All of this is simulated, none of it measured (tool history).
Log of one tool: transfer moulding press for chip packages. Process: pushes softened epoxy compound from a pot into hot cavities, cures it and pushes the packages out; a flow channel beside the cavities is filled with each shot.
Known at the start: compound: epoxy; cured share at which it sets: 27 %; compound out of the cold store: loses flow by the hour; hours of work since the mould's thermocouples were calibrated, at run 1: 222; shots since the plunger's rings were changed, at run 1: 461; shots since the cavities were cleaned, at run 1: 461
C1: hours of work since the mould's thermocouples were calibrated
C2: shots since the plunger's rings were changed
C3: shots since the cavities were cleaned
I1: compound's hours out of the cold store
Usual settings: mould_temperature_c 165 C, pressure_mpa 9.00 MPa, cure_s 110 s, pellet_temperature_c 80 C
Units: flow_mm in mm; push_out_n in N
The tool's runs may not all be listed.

{"run": 1, "hour": 0.0, "mould_temperature_c": 165, "pressure_mpa": 9.0, "cure_s": 110, "pellet_temperature_c": 80, "C1": 222, "C2": 461, "C3": 461, "I1": 27.2, "flow_mm": 855, "push_out_n": 587}
{"hour": 33.2, "done": "cavities cleaned with cleaning compound and waxed"}
{"run": 2, "hour": 33.3, "mould_temperature_c": 160, "pressure_mpa": 9.0, "cure_s": 110, "pellet_temperature_c": 80, "C1": 243, "C2": 795, "C3": 1, "I1": 19.3, "flow_mm": 911, "push_out_n": 1002}
{"run": 3, "hour": 77.9, "mould_temperature_c": 165, "pressure_mpa": 9.0, "cure_s": 142, "pellet_temperature_c": 80, "C1": 273, "C2": 1263, "C3": 469, "I1": 25.8, "flow_mm": 856, "push_out_n": 625}
{"hour": 112.6, "done": "cavities cleaned with cleaning compound and waxed"}
{"run": 4, "hour": 124.9, "mould_temperature_c": 165, "pressure_mpa": 9.0, "cure_s": 142, "pellet_temperature_c": 80, "C1": 303, "C2": 1741, "C3": 129, "I1": 10.9, "flow_mm": 930, "push_out_n": 346}
{"run": 5, "hour": 163.6, "mould_temperature_c": 165, "pressure_mpa": 10.91, "cure_s": 110, "pellet_temperature_c": 80, "C1": 329, "C2": 2147, "C3": 535, "I1": 47.2, "flow_mm": 826, "push_out_n": 575}
{"hour": 191.8, "done": "cavities cleaned with cleaning compound and waxed"}
{"run": 6, "hour": 213.1, "mould_temperature_c": 165, "pressure_mpa": 10.91, "cure_s": 110, "pellet_temperature_c": 80, "C1": 361, "C2": 2650, "C3": 224, "I1": 29.5, "flow_mm": 915, "push_out_n": 486}
{"run": 7, "hour": 236.9, "mould_temperature_c": 161, "pressure_mpa": 9.0, "cure_s": 110, "pellet_temperature_c": 80, "C1": 377, "C2": 2900, "C3": 474, "I1": 10.8, "flow_mm": 934, "push_out_n": 757}
{"hour": 255.2, "done": "cavities cleaned with cleaning compound and waxed, once more"}
{"run": 8, "hour": 283.1, "mould_temperature_c": 161, "pressure_mpa": 9.0, "cure_s": 110, "pellet_temperature_c": 80, "C1": 407, "C2": 3369, "C3": 293, "I1": 35.2, "flow_mm": 806, "push_out_n": 626}
{"run": 9, "hour": 317.4, "mould_temperature_c": 161, "pressure_mpa": 9.0, "cure_s": 110, "pellet_temperature_c": 80, "C1": 430, "C2": 3729, "C3": 653, "I1": 28.3, "flow_mm": 837, "push_out_n": 789}
{"hour": 332.3, "done": "cavities cleaned with cleaning compound and waxed"}
{"run": 10, "hour": 350.7, "mould_temperature_c": 165, "pressure_mpa": 8.66, "cure_s": 110, "pellet_temperature_c": 80, "C1": 451, "C2": 4062, "C3": 192, "I1": 18.9, "flow_mm": 855, "push_out_n": 491}
{"run": 11, "hour": 378.5, "mould_temperature_c": 165, "pressure_mpa": 8.86, "cure_s": 110, "pellet_temperature_c": 80, "C1": 469, "C2": 4354, "C3": 484, "I1": 36.6, "flow_mm": 783, "push_out_n": 559}
{"hour": 411.1, "done": "cavities cleaned with cleaning compound and waxed"}
{"run": 12, "hour": 428.8, "mould_temperature_c": 165, "pressure_mpa": 8.86, "cure_s": 110, "pellet_temperature_c": 80, "C1": 502, "C2": 4867, "C3": 187, "I1": 27.5, "flow_mm": 816, "push_out_n": 457}
{"run": 13, "hour": 467.8, "mould_temperature_c": 165, "pressure_mpa": 8.86, "cure_s": 110, "pellet_temperature_c": 80, "C1": 528, "C2": 5276, "C3": 596, "I1": 47.6, "flow_mm": 724, "push_out_n": 583}
{"hour": 490.0, "done": "cavities cleaned with cleaning compound and waxed"}
{"run": 14, "hour": 505.0, "mould_temperature_c": 165, "pressure_mpa": 9.0, "cure_s": 110, "pellet_temperature_c": 80, "C1": 551, "C2": 5650, "C3": 158, "I1": 42.0, "flow_mm": 749, "push_out_n": 456}
{"hour": 539.5, "done": "plunger's sealing rings changed"}
{"hour": 553.1, "done": "mould's thermocouples calibrated"}
{"run": 15, "hour": 557.8, "mould_temperature_c": 165, "pressure_mpa": 8.06, "cure_s": 110, "pellet_temperature_c": 80, "C1": 3, "C2": 171, "C3": 665, "I1": 10.4, "flow_mm": 903, "push_out_n": 695}
{"hour": 572.1, "done": "cavities cleaned with cleaning compound and waxed"}
{"run": 16, "hour": 607.5, "mould_temperature_c": 165, "pressure_mpa": 8.99, "cure_s": 124, "pellet_temperature_c": 80, "C1": 35, "C2": 676, "C3": 371, "I1": 42.6, "flow_mm": 780, "push_out_n": 489}
{"run": 17, "hour": 629.1, "mould_temperature_c": 165, "pressure_mpa": 8.73, "cure_s": 110, "pellet_temperature_c": 80, "C1": 50, "C2": 904, "C3": 599, "I1": 38.1, "flow_mm": 790, "push_out_n": 632}
{"hour": 649.7, "done": "cavities cleaned with cleaning compound and waxed"}
{"run": 18, "hour": 670.8, "mould_temperature_c": 165, "pressure_mpa": 7.94, "cure_s": 110, "pellet_temperature_c": 77, "C1": 76, "C2": 1324, "C3": 220, "I1": 21.9, "flow_mm": 824, "push_out_n": 491}
{"run": 19, "hour": 718.9, "mould_temperature_c": 170, "pressure_mpa": 10.87, "cure_s": 122, "pellet_temperature_c": 76, "C1": 108, "C2": 1829, "C3": 725, "I1": 17.4, "flow_mm": 972, "push_out_n": 526}
{"hour": 729.5, "done": "cavities cleaned with cleaning compound and waxed"}
{"run": 20, "hour": 759.4, "mould_temperature_c": 162, "pressure_mpa": 9.0, "cure_s": 110, "pellet_temperature_c": 75, "C1": 134, "C2": 2239, "C3": 314, "I1": 22.1, "flow_mm": 877, "push_out_n": 683}
{"run": 21, "hour": 787.9, "mould_temperature_c": 162, "pressure_mpa": 9.0, "cure_s": 110, "pellet_temperature_c": 75, "C1": 153, "C2": 2538, "C3": 613, "I1": 31.7, "flow_mm": 821, "push_out_n": 750}
{"hour": 807.7, "done": "cavities cleaned with cleaning compound and waxed"}
{"run": 22, "hour": 831.2, "mould_temperature_c": 162, "pressure_mpa": 9.0, "cure_s": 110, "pellet_temperature_c": 75, "C1": 181, "C2": 2976, "C3": 246, "I1": 35.9, "flow_mm": 806, "push_out_n": 591}
{"run": 23, "hour": 855.0, "mould_temperature_c": 159, "pressure_mpa": 8.98, "cure_s": 110, "pellet_temperature_c": 80, "C1": 197, "C2": 3226, "C3": 496, "I1": 37.4, "flow_mm": 801, "push_out_n": 859}
{"hour": 884.7, "done": "cavities cleaned with cleaning compound and waxed"}
{"run": 24, "hour": 894.1, "mould_temperature_c": 165, "pressure_mpa": 7.47, "cure_s": 110, "pellet_temperature_c": 77, "C1": 222, "C2": 3620, "C3": 98, "I1": 26.6, "flow_mm": 759, "push_out_n": 453}
{"run": 25, "hour": 938.9, "mould_temperature_c": 165, "pressure_mpa": 7.47, "cure_s": 110, "pellet_temperature_c": 77, "C1": 252, "C2": 4091, "C3": 569, "I1": 16.0, "flow_mm": 810, "push_out_n": 618}
{"hour": 962.5, "done": "cavities cleaned with cleaning compound and waxed"}
{"run": 26, "hour": 986.4, "mould_temperature_c": 165, "pressure_mpa": 9.0, "cure_s": 138, "pellet_temperature_c": 82, "C1": 283, "C2": 4574, "C3": 251, "I1": 8.9, "flow_mm": 924, "push_out_n": 408}
{"run": 27, "hour": 1025.4, "mould_temperature_c": 159, "pressure_mpa": 7.1, "cure_s": 114, "pellet_temperature_c": 89, "C1": 309, "C2": 4983, "C3": 660, "I1": 36.2, "flow_mm": 704, "push_out_n": 819}

Measured less the same run without the tool's hidden state. The same run-to-run variation is in both; the gauge's scatter may not be:
The hidden state here: true mould temperature over the reading, C; pressure that reaches the compound, % of what is set; grip of the stained cavities, % over clean ones'; drift of the gauge itself on flow_mm, %; drift of the gauge itself on push_out_n, %.
run=1 flow_mm=-7 push_out_n=+204
run=2 flow_mm=-10 push_out_n=+455
run=3 flow_mm=-12 push_out_n=+316
run=4 flow_mm=-18 push_out_n=+53
run=5 flow_mm=-18 push_out_n=+215
run=6 flow_mm=-24 push_out_n=+110
run=7 flow_mm=-27 push_out_n=+255
run=8 flow_mm=-27 push_out_n=+152
run=9 flow_mm=-31 push_out_n=+300
run=10 flow_mm=-35 push_out_n=+99
run=11 flow_mm=-33 push_out_n=+194
run=12 flow_mm=-38 push_out_n=+83
run=13 flow_mm=-37 push_out_n=+222
run=14 flow_mm=-41 push_out_n=+76
run=15 flow_mm=-4 push_out_n=+291
run=16 flow_mm=-7 push_out_n=+164
run=17 flow_mm=-9 push_out_n=+257
run=18 flow_mm=-12 push_out_n=+111
run=19 flow_mm=-19 push_out_n=+227
run=20 flow_mm=-21 push_out_n=+203
run=21 flow_mm=-21 push_out_n=+292
run=22 flow_mm=-25 push_out_n=+137
run=23 flow_mm=-26 push_out_n=+290
run=24 flow_mm=-27 push_out_n=+57
run=25 flow_mm=-33 push_out_n=+238
run=26 flow_mm=-41 push_out_n=+111
run=27 flow_mm=-35 push_out_n=+319

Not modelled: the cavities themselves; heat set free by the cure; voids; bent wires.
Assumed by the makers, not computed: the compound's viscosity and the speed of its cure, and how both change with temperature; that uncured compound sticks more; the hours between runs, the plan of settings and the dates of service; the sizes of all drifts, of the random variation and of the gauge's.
